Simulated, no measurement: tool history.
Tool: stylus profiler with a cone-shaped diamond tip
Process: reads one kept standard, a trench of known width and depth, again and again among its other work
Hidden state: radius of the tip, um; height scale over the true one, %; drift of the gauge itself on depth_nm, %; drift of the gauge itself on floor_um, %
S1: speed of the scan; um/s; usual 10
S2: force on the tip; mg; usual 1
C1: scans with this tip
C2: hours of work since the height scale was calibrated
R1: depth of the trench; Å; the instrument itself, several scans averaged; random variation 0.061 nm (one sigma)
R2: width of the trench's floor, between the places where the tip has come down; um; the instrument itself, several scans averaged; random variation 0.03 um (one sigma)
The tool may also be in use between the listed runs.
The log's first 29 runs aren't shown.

Run 30, day 13.604: usual settings but S1 33 um/s, S2 0.36 mg; C1 6105; C2 54. Result: R1 2010.8 Å, R2 47.29 um.
Run 31, day 13.938: usual settings but S1 33 um/s, S2 0.36 mg; C1 6193; C2 61. Result: R1 2009.7 Å, R2 47.3 um.
At day 14.175: height scale calibrated on a step standard, once more.
Run 32, day 14.521: usual settings but S1 33 um/s, S2 0.36 mg; C1 6341; C2 6. Result: R1 2006.1 Å, R2 47.31 um.
Run 33, day 14.979: usual settings but S2 0.5 mg; C1 6463; C2 15. Result: R1 2007.6 Å, R2 47.63 um.
Run 34, day 15.529: usual settings but S2 0.5 mg; C1 6607; C2 25. Result: R1 2007.8 Å, R2 47.61 um.
Run 35, day 16.046: usual settings but S1 2 um/s; C1 6743; C2 35. Result: R1 2013.1 Å, R2 47.84 um.
Run 36, day 16.604: usual settings but S1 3 um/s, S2 0.5 mg; C1 6890; C2 46. Result: R1 2008.4 Å, R2 47.77 um.
Run 37, day 17.221: usual settings but S1 3 um/s, S2 0.5 mg; C1 7052; C2 57. Result: R1 2008 Å, R2 47.72 um.
Run 38, day 17.708: usual settings but S2 1.61 mg; C1 7181; C2 66. Result: R1 2016.9 Å, R2 47.72 um.
Run 39, day 18.312: usual settings but S2 1.61 mg; C1 7339; C2 78. Result: R1 2016.4 Å, R2 47.69 um.
Run 40, day 18.925: usual settings but S1 20 um/s, S2 0.35 mg; C1 7501; C2 89. Result: R1 2006.3 Å, R2 47.49 um.
Run 41, day 19.583: usual settings but S1 3 um/s, S2 1.71 mg; C1 7674; C2 102. Result: R1 2018.2 Å, R2 47.71 um.
Run 42, day 20.146: usual settings but S1 32 um/s; C1 7822; C2 112. Result: R1 2013.9 Å, R2 47.49 um.
Run 43, day 20.842: usual settings but S2 1.94 mg; C1 8006; C2 125. Result: R1 2019.8 Å, R2 47.65 um.
Run 44, day 21.262: usual settings but S2 1.94 mg; C1 8117; C2 133. Result: R1 2020.3 Å, R2 47.75 um.
Run 45, day 21.812: usual settings but S1 3 um/s, S2 2.62 mg; C1 8261; C2 144. Result: R1 2023.9 Å, R2 47.69 um.
Run 46, day 22.446: usual settings but S1 3 um/s, S2 2.62 mg; C1 8428; C2 155. Result: R1 2023.9 Å, R2 47.75 um.
Run 47, day 23.092: usual settings but S1 23 um/s, S2 2.55 mg; C1 8597; C2 168. Result: R1 2023.2 Å, R2 47.6 um.

3 ways to go on from here, each from the tool as it stands after run 47. What would each give?
Run A, day 23.662: usual settings but S1 23 um/s, S2 0.47 mg; C1 8748; C2 178. Result: R1 ?, R2 ?.
Run B, day 23.662: usual settings but S1 23 um/s, S2 0.38 mg; C1 8748; C2 178. Result: R1 ?, R2 ?.
Run C, day 23.662: usual settings but S1 23 um/s, S2 1.43 mg; C1 8748; C2 178. Result: R1 ?, R2 ?.

run      R1     R2
  A  2008.5  47.47
  B  2007.2  47.39
  C  2015.9  47.59
Without the tool's hidden state the same runs would have given:
run      R1     R2
  A  2007.4  47.77
  B  2006.2  47.68
  C  2014.8  47.88
